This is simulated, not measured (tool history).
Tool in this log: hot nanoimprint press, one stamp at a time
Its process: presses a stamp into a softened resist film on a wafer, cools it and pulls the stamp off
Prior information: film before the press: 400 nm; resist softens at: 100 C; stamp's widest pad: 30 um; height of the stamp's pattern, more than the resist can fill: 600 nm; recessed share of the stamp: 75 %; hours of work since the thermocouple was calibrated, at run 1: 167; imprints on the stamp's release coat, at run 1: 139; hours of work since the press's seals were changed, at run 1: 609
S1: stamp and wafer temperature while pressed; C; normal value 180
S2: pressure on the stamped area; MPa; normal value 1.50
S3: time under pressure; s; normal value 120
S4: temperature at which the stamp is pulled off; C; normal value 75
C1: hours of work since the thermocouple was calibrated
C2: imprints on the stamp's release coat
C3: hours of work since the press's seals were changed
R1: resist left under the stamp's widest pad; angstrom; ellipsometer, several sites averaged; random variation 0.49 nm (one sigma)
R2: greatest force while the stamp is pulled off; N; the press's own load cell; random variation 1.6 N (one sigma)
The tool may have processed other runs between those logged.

{"run": 1, "day": 0.0, "S1": 180, "S2": 1.5, "S3": 120, "S4": 75, "C1": 167, "C2": 139, "C3": 609, "R1": 2287, "R2": 169}
{"run": 2, "day": 1.279, "S1": 180, "S2": 1.5, "S3": 120, "S4": 75, "C1": 185, "C2": 211, "C3": 626, "R1": 2277, "R2": 173}
{"run": 3, "day": 2.588, "S1": 180, "S2": 1.5, "S3": 120, "S4": 75, "C1": 202, "C2": 285, "C3": 644, "R1": 2274, "R2": 174}
{"run": 4, "day": 3.746, "S1": 180, "S2": 1.5, "S3": 120, "S4": 75, "C1": 218, "C2": 350, "C3": 659, "R1": 2280, "R2": 175}
{"run": 5, "day": 5.112, "S1": 180, "S2": 1.19, "S3": 120, "S4": 75, "C1": 237, "C2": 427, "C3": 678, "R1": 2460, "R2": 178}
{"run": 6, "day": 6.429, "S1": 191, "S2": 1.5, "S3": 120, "S4": 75, "C1": 255, "C2": 501, "C3": 696, "R1": 1420, "R2": 181}
{"run": 7, "day": 7.338, "S1": 191, "S2": 1.5, "S3": 120, "S4": 75, "C1": 267, "C2": 552, "C3": 708, "R1": 1421, "R2": 184}
{"run": 8, "day": 8.629, "S1": 179, "S2": 1.5, "S3": 120, "S4": 75, "C1": 285, "C2": 625, "C3": 726, "R1": 2362, "R2": 184}
{"day": 9.629, "done": "stamp cleaned and given a new release coat"}
{"run": 9, "day": 9.708, "S1": 179, "S2": 1.5, "S3": 120, "S4": 75, "C1": 296, "C2": 5, "C3": 737, "R1": 2363, "R2": 164}
{"run": 10, "day": 10.371, "S1": 180, "S2": 1.5, "S3": 120, "S4": 72, "C1": 305, "C2": 42, "C3": 746, "R1": 2273, "R2": 171}
{"run": 11, "day": 11.175, "S1": 180, "S2": 1.5, "S3": 120, "S4": 68, "C1": 316, "C2": 87, "C3": 757, "R1": 2273, "R2": 179}
{"run": 12, "day": 12.596, "S1": 180, "S2": 1.5, "S3": 120, "S4": 68, "C1": 335, "C2": 167, "C3": 777, "R1": 2281, "R2": 178}
{"run": 13, "day": 13.812, "S1": 180, "S2": 1.5, "S3": 120, "S4": 68, "C1": 352, "C2": 236, "C3": 793, "R1": 2272, "R2": 184}
{"run": 14, "day": 15.138, "S1": 180, "S2": 1.5, "S3": 120, "S4": 68, "C1": 370, "C2": 310, "C3": 811, "R1": 2269, "R2": 184}
{"run": 15, "day": 16.075, "S1": 180, "S2": 1.5, "S3": 214, "S4": 68, "C1": 383, "C2": 363, "C3": 824, "R1": 1831, "R2": 189}
{"run": 16, "day": 17.496, "S1": 180, "S2": 1.5, "S3": 214, "S4": 68, "C1": 402, "C2": 443, "C3": 843, "R1": 1837, "R2": 188}
{"run": 17, "day": 18.821, "S1": 180, "S2": 1.5, "S3": 214, "S4": 68, "C1": 420, "C2": 518, "C3": 861, "R1": 1827, "R2": 195}
{"day": 19.012, "done": "plate thermocouple calibrated"}
{"run": 18, "day": 20.038, "S1": 170, "S2": 2.35, "S3": 120, "S4": 75, "C1": 14, "C2": 579, "C3": 876, "R1": 2838, "R2": 178}
{"run": 19, "day": 21.4, "S1": 170, "S2": 2.35, "S3": 120, "S4": 75, "C1": 33, "C2": 656, "C3": 895, "R1": 2826, "R2": 183}
{"day": 21.9, "done": "stamp cleaned and given a new release coat"}
{"run": 20, "day": 22.692, "S1": 169, "S2": 1.84, "S3": 173, "S4": 64, "C1": 47, "C2": 45, "C3": 909, "R1": 2833, "R2": 185}
{"run": 21, "day": 24.283, "S1": 169, "S2": 1.84, "S3": 173, "S4": 64, "C1": 68, "C2": 134, "C3": 931, "R1": 2823, "R2": 185}
{"run": 22, "day": 25.679, "S1": 169, "S2": 1.84, "S3": 173, "S4": 64, "C1": 87, "C2": 213, "C3": 949, "R1": 2832, "R2": 189}
{"day": 26.854, "done": "plate thermocouple calibrated, once more"}
{"run": 23, "day": 26.854, "S1": 169, "S2": 1.5, "S3": 92, "S4": 77, "C1": 0, "C2": 272, "C3": 964, "R1": 3424, "R2": 172}
{"run": 24, "day": 27.704, "S1": 186, "S2": 1.76, "S3": 129, "S4": 77, "C1": 12, "C2": 320, "C3": 975, "R1": 1678, "R2": 168}
{"run": 25, "day": 28.758, "S1": 186, "S2": 1.76, "S3": 74, "S4": 77, "C1": 26, "C2": 379, "C3": 990, "R1": 2073, "R2": 175}
{"run": 26, "day": 29.408, "S1": 180, "S2": 1.74, "S3": 133, "S4": 71, "C1": 35, "C2": 416, "C3": 999, "R1": 2158, "R2": 184}
{"run": 27, "day": 30.579, "S1": 180, "S2": 1.74, "S3": 133, "S4": 71, "C1": 51, "C2": 482, "C3": 1015, "R1": 2155, "R2": 187}
{"run": 28, "day": 31.854, "S1": 180, "S2": 1.74, "S3": 133, "S4": 77, "C1": 68, "C2": 553, "C3": 1032, "R1": 2153, "R2": 178}
{"run": 29, "day": 33.112, "S1": 180, "S2": 1.74, "S3": 107, "S4": 77, "C1": 85, "C2": 624, "C3": 1049, "R1": 2322, "R2": 180}
{"day": 34.183, "done": "stamp cleaned and given a new release coat"}
{"run": 30, "day": 34.375, "S1": 170, "S2": 1.74, "S3": 163, "S4": 77, "C1": 99, "C2": 11, "C3": 1063, "R1": 2949, "R2": 164}

Same runs, no hidden state in the tool, same run-to-run variation:
Hidden state present: true temperature over the reading, C; pressure that arrives at the usual setting, %; grip of the stamp's worn release coat, % over a new coat's; drift of the gauge itself on residual_nm, %; drift of the gauge itself on pull_off_n, %.
run=1 R1=2299 R2=165
run=2 R1=2291 R2=167
run=3 R1=2289 R2=167
run=4 R1=2297 R2=165
run=5 R1=2486 R2=165
run=6 R1=1430 R2=166
run=7 R1=1432 R2=168
run=8 R1=2386 R2=166
run=9 R1=2389 R2=165
run=10 R1=2298 R2=171
run=11 R1=2300 R2=178
run=12 R1=2309 R2=174
run=13 R1=2302 R2=178
run=14 R1=2300 R2=175
run=15 R1=1861 R2=179
run=16 R1=1869 R2=175
run=17 R1=1861 R2=180
run=18 R1=2898 R2=163
run=19 R1=2887 R2=165
run=20 R1=2912 R2=186
run=21 R1=2904 R2=183
run=22 R1=2915 R2=184
run=23 R1=3391 R2=163
run=24 R1=1622 R2=159
run=25 R1=2013 R2=163
run=26 R1=2099 R2=171
run=27 R1=2097 R2=172
run=28 R1=2097 R2=161
run=29 R1=2266 R2=162
run=30 R1=2902 R2=163
